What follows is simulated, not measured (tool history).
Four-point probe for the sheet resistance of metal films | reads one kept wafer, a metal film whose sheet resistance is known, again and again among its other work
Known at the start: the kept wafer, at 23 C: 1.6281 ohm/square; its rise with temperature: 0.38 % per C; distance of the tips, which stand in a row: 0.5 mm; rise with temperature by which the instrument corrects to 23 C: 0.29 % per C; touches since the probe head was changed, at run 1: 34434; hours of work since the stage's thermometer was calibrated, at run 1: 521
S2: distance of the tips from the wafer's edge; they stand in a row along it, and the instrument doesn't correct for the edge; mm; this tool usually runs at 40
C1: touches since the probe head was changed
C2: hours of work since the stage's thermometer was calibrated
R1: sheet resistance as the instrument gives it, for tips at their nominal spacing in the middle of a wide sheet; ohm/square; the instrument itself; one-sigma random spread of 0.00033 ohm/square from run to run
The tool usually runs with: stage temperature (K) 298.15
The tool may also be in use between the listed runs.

{"run": 1, "hour": 0.0, "stage temperature (K)": 298.15, "S2": 40, "C1": 34434, "C2": 521, "R1": 1.63963}
{"run": 2, "hour": 33.2, "stage temperature (K)": 298.15, "S2": 40, "C1": 35517, "C2": 543, "R1": 1.641096}
{"run": 3, "hour": 49.6, "stage temperature (K)": 298.15, "S2": 40, "C1": 36053, "C2": 554, "R1": 1.64059}
{"run": 4, "hour": 67.2, "stage temperature (K)": 298.15, "S2": 40, "C1": 36628, "C2": 565, "R1": 1.639378}
{"run": 5, "hour": 91.4, "stage temperature (K)": 298.15, "S2": 47, "C1": 37419, "C2": 581, "R1": 1.640216}
{"run": 6, "hour": 126.0, "stage temperature (K)": 298.15, "S2": 47, "C1": 38548, "C2": 604, "R1": 1.640988}
{"run": 7, "hour": 150.9, "stage temperature (K)": 298.15, "S2": 15, "C1": 39362, "C2": 621, "R1": 1.641544}
{"run": 8, "hour": 190.4, "stage temperature (K)": 298.15, "S2": 15, "C1": 40652, "C2": 647, "R1": 1.641793}
{"run": 9, "hour": 222.5, "stage temperature (K)": 298.15, "S2": 15, "C1": 41699, "C2": 668, "R1": 1.642018}
{"run": 10, "hour": 239.8, "stage temperature (K)": 291.15, "S2": 40, "C1": 42263, "C2": 679, "R1": 1.631808}
{"run": 11, "hour": 270.1, "stage temperature (K)": 301.15, "S2": 40, "C1": 43253, "C2": 699, "R1": 1.644732}
{"run": 12, "hour": 297.2, "stage temperature (K)": 301.15, "S2": 40, "C1": 44138, "C2": 717, "R1": 1.644933}
{"run": 13, "hour": 325.2, "stage temperature (K)": 301.15, "S2": 4, "C1": 45055, "C2": 736, "R1": 1.659242}
{"run": 14, "hour": 354.4, "stage temperature (K)": 301.15, "S2": 4, "C1": 46006, "C2": 755, "R1": 1.659744}
{"run": 15, "hour": 383.4, "stage temperature (K)": 301.15, "S2": 4, "C1": 46955, "C2": 774, "R1": 1.659342}
{"run": 16, "hour": 401.7, "stage temperature (K)": 301.15, "S2": 6, "C1": 47551, "C2": 786, "R1": 1.651665}
{"run": 17, "hour": 418.9, "stage temperature (K)": 301.15, "S2": 6, "C1": 48112, "C2": 798, "R1": 1.652019}
{"run": 18, "hour": 441.6, "stage temperature (K)": 298.15, "S2": 40, "C1": 48856, "C2": 813, "R1": 1.642084}
{"run": 19, "hour": 469.6, "stage temperature (K)": 298.15, "S2": 40, "C1": 49770, "C2": 831, "R1": 1.641815}
{"run": 20, "hour": 506.0, "stage temperature (K)": 298.15, "S2": 40, "C1": 50956, "C2": 855, "R1": 1.641984}
{"run": 21, "hour": 524.8, "stage temperature (K)": 298.15, "S2": 40, "C1": 51572, "C2": 868, "R1": 1.64217}
{"run": 22, "hour": 556.5, "stage temperature (K)": 298.15, "S2": 40, "C1": 52608, "C2": 889, "R1": 1.642563}
{"run": 23, "hour": 575.9, "stage temperature (K)": 298.15, "S2": 40, "C1": 53239, "C2": 902, "R1": 1.642275}
{"run": 24, "hour": 594.1, "stage temperature (K)": 299.15, "S2": 64, "C1": 53833, "C2": 914, "R1": 1.643766}

Estimate the outcome of run 25 from the log above:
{"run": 25, "hour": 623.0, "stage temperature (K)": 296.15, "S2": 4, "C1": 54777, "C2": 933, "R1": "?"}

R1: 1.652864 ohm/square
The same run, on a tool lacking any hidden state, would have yielded R1 1.641106 ohm/square.
